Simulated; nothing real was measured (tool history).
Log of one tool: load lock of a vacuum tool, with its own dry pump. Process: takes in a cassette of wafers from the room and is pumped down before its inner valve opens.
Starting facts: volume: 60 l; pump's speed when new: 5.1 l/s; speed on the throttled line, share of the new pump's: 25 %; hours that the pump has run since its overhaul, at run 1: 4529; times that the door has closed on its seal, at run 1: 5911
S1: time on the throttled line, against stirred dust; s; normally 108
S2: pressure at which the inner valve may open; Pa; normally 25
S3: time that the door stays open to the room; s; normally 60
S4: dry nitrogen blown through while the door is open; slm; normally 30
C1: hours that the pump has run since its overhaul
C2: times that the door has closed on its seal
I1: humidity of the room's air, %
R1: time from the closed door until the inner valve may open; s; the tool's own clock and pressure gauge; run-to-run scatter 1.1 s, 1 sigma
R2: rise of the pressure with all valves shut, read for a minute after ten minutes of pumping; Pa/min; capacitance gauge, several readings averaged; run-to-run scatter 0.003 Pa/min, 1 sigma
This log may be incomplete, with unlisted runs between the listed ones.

{"run": 1, "hour": 0.0, "S1": 108, "S2": 25, "S3": 60, "S4": 30, "C1": 4529, "C2": 5911, "I1": 44.1, "R1": 182.7, "R2": 0.057}
{"run": 2, "hour": 60.7, "S1": 108, "S2": 25, "S3": 60, "S4": 30, "C1": 4589, "C2": 5998, "I1": 43.7, "R1": 183.6, "R2": 0.05}
{"run": 3, "hour": 140.3, "S1": 108, "S2": 25, "S3": 60, "S4": 30, "C1": 4669, "C2": 6112, "I1": 47.9, "R1": 182.8, "R2": 0.058}
{"run": 4, "hour": 260.0, "S1": 108, "S2": 25, "S3": 60, "S4": 30, "C1": 4789, "C2": 6284, "I1": 46.1, "R1": 183, "R2": 0.062}
{"run": 5, "hour": 327.8, "S1": 108, "S2": 25, "S3": 60, "S4": 30, "C1": 4856, "C2": 6381, "I1": 44.4, "R1": 182.9, "R2": 0.055}
{"run": 6, "hour": 390.5, "S1": 108, "S2": 25, "S3": 60, "S4": 30, "C1": 4919, "C2": 6471, "I1": 45, "R1": 180.8, "R2": 0.06}
{"run": 7, "hour": 469.7, "S1": 108, "S2": 25, "S3": 60, "S4": 30, "C1": 4998, "C2": 6585, "I1": 47.5, "R1": 182.4, "R2": 0.058}
{"run": 8, "hour": 617.0, "S1": 108, "S2": 25, "S3": 73, "S4": 30, "C1": 5146, "C2": 6796, "I1": 42.8, "R1": 183.5, "R2": 0.064}
{"run": 9, "hour": 744.0, "S1": 108, "S2": 25, "S3": 73, "S4": 30, "C1": 5273, "C2": 6978, "I1": 44.8, "R1": 182.6, "R2": 0.069}
{"run": 10, "hour": 830.3, "S1": 108, "S2": 25, "S3": 73, "S4": 30, "C1": 5359, "C2": 7102, "I1": 46, "R1": 184.1, "R2": 0.058}
{"run": 11, "hour": 934.2, "S1": 79, "S2": 25, "S3": 60, "S4": 30, "C1": 5463, "C2": 7251, "I1": 44.9, "R1": 160.3, "R2": 0.065}
{"run": 12, "hour": 1040.9, "S1": 108, "S2": 25, "S3": 60, "S4": 30, "C1": 5569, "C2": 7404, "I1": 46.7, "R1": 180.6, "R2": 0.067}
{"run": 13, "hour": 1182.7, "S1": 108, "S2": 25, "S3": 73, "S4": 30, "C1": 5711, "C2": 7608, "I1": 46.5, "R1": 182.4, "R2": 0.067}
{"run": 14, "hour": 1270.8, "S1": 108, "S2": 25, "S3": 73, "S4": 30, "C1": 5799, "C2": 7734, "I1": 45.7, "R1": 183.9, "R2": 0.07}
{"run": 15, "hour": 1403.2, "S1": 108, "S2": 25, "S3": 60, "S4": 30, "C1": 5932, "C2": 7924, "I1": 44, "R1": 184.1, "R2": 0.067}
{"run": 16, "hour": 1466.2, "S1": 108, "S2": 25, "S3": 144, "S4": 30, "C1": 5995, "C2": 8015, "I1": 44.7, "R1": 182.2, "R2": 0.081}
{"run": 17, "hour": 1607.4, "S1": 108, "S2": 36, "S3": 144, "S4": 30, "C1": 6136, "C2": 8217, "I1": 44.5, "R1": 181.1, "R2": 0.082}
{"run": 18, "hour": 1741.5, "S1": 108, "S2": 36, "S3": 144, "S4": 30, "C1": 6270, "C2": 8410, "I1": 42.8, "R1": 179.6, "R2": 0.085}
{"run": 19, "hour": 1868.5, "S1": 108, "S2": 36, "S3": 144, "S4": 36, "C1": 6397, "C2": 8592, "I1": 44.8, "R1": 178.2, "R2": 0.084}
{"run": 20, "hour": 1929.7, "S1": 108, "S2": 36, "S3": 144, "S4": 36, "C1": 6458, "C2": 8680, "I1": 47.1, "R1": 178.1, "R2": 0.085}
{"run": 21, "hour": 2030.5, "S1": 108, "S2": 36, "S3": 144, "S4": 36, "C1": 6559, "C2": 8824, "I1": 47, "R1": 179.7, "R2": 0.09}
{"run": 22, "hour": 2165.3, "S1": 108, "S2": 36, "S3": 144, "S4": 36, "C1": 6694, "C2": 9018, "I1": 43.4, "R1": 178.4, "R2": 0.088}
{"run": 23, "hour": 2267.7, "S1": 108, "S2": 36, "S3": 131, "S4": 15, "C1": 6796, "C2": 9165, "I1": 48.2, "R1": 178, "R2": 0.107}
{"run": 24, "hour": 2388.7, "S1": 108, "S2": 36, "S3": 131, "S4": 15, "C1": 6917, "C2": 9338, "I1": 44.7, "R1": 180.7, "R2": 0.106}
{"run": 25, "hour": 2477.7, "S1": 108, "S2": 36, "S3": 131, "S4": 15, "C1": 7006, "C2": 9466, "I1": 46.1, "R1": 178.8, "R2": 0.104}
{"run": 26, "hour": 2577.9, "S1": 183, "S2": 36, "S3": 197, "S4": 28, "C1": 7107, "C2": 9610, "I1": 50.3, "R1": 234.9, "R2": 0.109}
{"run": 27, "hour": 2703.5, "S1": 75, "S2": 42, "S3": 61, "S4": 5, "C1": 7232, "C2": 9790, "I1": 45, "R1": 153, "R2": 0.113}
{"run": 28, "hour": 2780.1, "S1": 108, "S2": 30, "S3": 60, "S4": 39, "C1": 7309, "C2": 9900, "I1": 46.4, "R1": 183.1, "R2": 0.082}
{"run": 29, "hour": 2842.4, "S1": 110, "S2": 25, "S3": 60, "S4": 5, "C1": 7371, "C2": 9989, "I1": 43.7, "R1": 186.4, "R2": 0.106}
{"run": 30, "hour": 2908.9, "S1": 95, "S2": 24, "S3": 60, "S4": 30, "C1": 7438, "C2": 10085, "I1": 43.8, "R1": 175.6, "R2": 0.085}
{"run": 31, "hour": 3031.5, "S1": 80, "S2": 26, "S3": 60, "S4": 7, "C1": 7560, "C2": 10261, "I1": 43.2, "R1": 163.1, "R2": 0.108}
{"run": 32, "hour": 3166.6, "S1": 80, "S2": 26, "S3": 60, "S4": 7, "C1": 7695, "C2": 10455, "I1": 45.9, "R1": 162.6, "R2": 0.109}
{"run": 33, "hour": 3230.1, "S1": 80, "S2": 26, "S3": 52, "S4": 13, "C1": 7759, "C2": 10546, "I1": 47.4, "R1": 163.3, "R2": 0.098}
{"run": 34, "hour": 3301.7, "S1": 80, "S2": 26, "S3": 52, "S4": 13, "C1": 7830, "C2": 10648, "I1": 42.4, "R1": 162.7, "R2": 0.095}
{"run": 35, "hour": 3376.3, "S1": 108, "S2": 43, "S3": 64, "S4": 9, "C1": 7905, "C2": 10756, "I1": 42, "R1": 176.5, "R2": 0.108}

Run 36 comes next. What will it give?
{"run": 36, "hour": 3438.0, "S1": 108, "S2": 43, "S3": 220, "S4": 22, "C1": 7967, "C2": 10844, "I1": 44.4, "R1": "?", "R2": "?"}

{"run 36": {"R1": 177, "R2": 0.116}}
With no hidden state in the tool, this same run would have given R1 172.3 s, R2 0.051 Pa/min.
